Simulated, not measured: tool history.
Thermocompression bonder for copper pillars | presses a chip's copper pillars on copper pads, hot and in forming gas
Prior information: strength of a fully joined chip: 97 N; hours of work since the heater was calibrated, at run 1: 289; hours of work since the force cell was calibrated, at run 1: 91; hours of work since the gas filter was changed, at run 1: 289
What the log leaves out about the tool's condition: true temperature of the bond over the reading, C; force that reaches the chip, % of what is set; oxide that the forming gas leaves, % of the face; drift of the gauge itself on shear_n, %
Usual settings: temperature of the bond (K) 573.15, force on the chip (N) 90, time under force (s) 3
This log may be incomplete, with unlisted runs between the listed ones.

run     day  temperature of the bond (K)  force on the chip (N)  time under force (s)  hours of work since the heater was calibrated  hours of work since the force cell was calibrated  hours of work since the gas filter was changed  force that shears a chip off (N)
  1       0                       573.15                     90                     3                                            289                                                 91                                             289                              36.4
  2   2.946                       573.15                     90                     3                                            345                                                147                                             345                              36.1
      4.608  -- forming gas filter changed
  3   6.404                       573.15                     90                     3                                            410                                                212                                              34                              37.5
  4   9.333                       573.15                     71                     3                                            465                                                267                                              89                              33.1
  5  12.217                       573.15                     71                     3                                            519                                                322                                             144                              32.1
     12.479  -- heater calibrated with a thermocouple chip
  6   16.35                       573.15                     71                     3                                             73                                                398                                             220                              31.1
  7  18.658                       558.15                     90                     3                                            117                                                442                                             264                              28.7
  8  21.888                       561.15                    111                     4                                            178                                                503                                             325                              36.9
     24.633  -- forming gas filter changed
  9  25.908                       579.15                     82                     3                                            253                                                578                                              24                                38
 10  28.254                       579.15                     82                     3                                            298                                                622                                              68                              37.7
     29.096  -- heater calibrated with a thermocouple chip, once more
 11  31.138                       579.15                     82                     3                                             39                                                675                                             121                              39.5

Had the tool no unlogged condition, and each run kept its random variation, what would the results have been?
run  force that shears a chip off (N)
  1                              39.6
  2                              39.9
  3                                39
  4                                35
  5                              34.6
  6                              34.7
  7                              32.6
  8                              42.4
  9                              40.7
 10                              40.9
 11                              39.8
